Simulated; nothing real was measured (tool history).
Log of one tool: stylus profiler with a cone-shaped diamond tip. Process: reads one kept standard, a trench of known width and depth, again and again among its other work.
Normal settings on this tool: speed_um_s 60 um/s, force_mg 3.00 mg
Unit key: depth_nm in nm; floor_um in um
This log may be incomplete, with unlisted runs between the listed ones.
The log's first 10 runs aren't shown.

run	hour	speed_um_s	force_mg	scans with this tip	hours of work since the height scale was calibrated	depth_nm	floor_um
11	192.1	60	5.39	3935	294	507.01	16.34
12	214.1	25	3.00	4111	307	504.61	16.41
13	234.4	25	3.00	4273	319	504.78	16.32
14	262.7	25	3.00	4498	336	504.61	16.30
15	285.2	25	3.00	4678	349	504.82	16.29
16	301.2	25	3.00	4806	359	504.69	16.25
17	323.5	26	3.00	4984	372	504.58	16.23
18	344.6	26	3.00	5151	385	504.96	16.17
19	363.2	26	3.00	5300	396	504.76	16.24
20	383.3	26	3.00	5460	408	504.77	16.20
21	416.2	211	3.00	5723	427	505.02	15.29
22	431.4	211	3.00	5844	436	504.96	15.27
23	446.4	76	3.00	5963	445	505.06	15.88
24	475.8	190	1.07	6198	463	503.02	14.83
25	499.4	160	2.38	6386	477	504.51	15.36
26	523.9	160	2.38	6582	491	504.25	15.33
27	548.4	160	2.38	6777	506	504.48	15.29
28	564.7	16	5.22	6907	516	506.66	16.02
29	579.7	16	5.22	7026	525	506.99	15.91
30	594.5	16	5.22	7145	533	506.75	15.90
31	614.1	16	5.22	7301	545	507.16	15.91
32	639.6	87	2.09	7504	560	504.28	15.50
33	670.9	105	6.96	7754	579	508.59	15.66

Run 34 is up next; what results do you expect?
34	695.9	105	6.96	7953	594	?	?

{"run 34": {"depth_nm": 508.22, "floor_um": 15.56}}
On a tool with no hidden condition, and with the same random variation, this run would have come out at depth_nm 507.20 nm, floor_um 17.07 um.
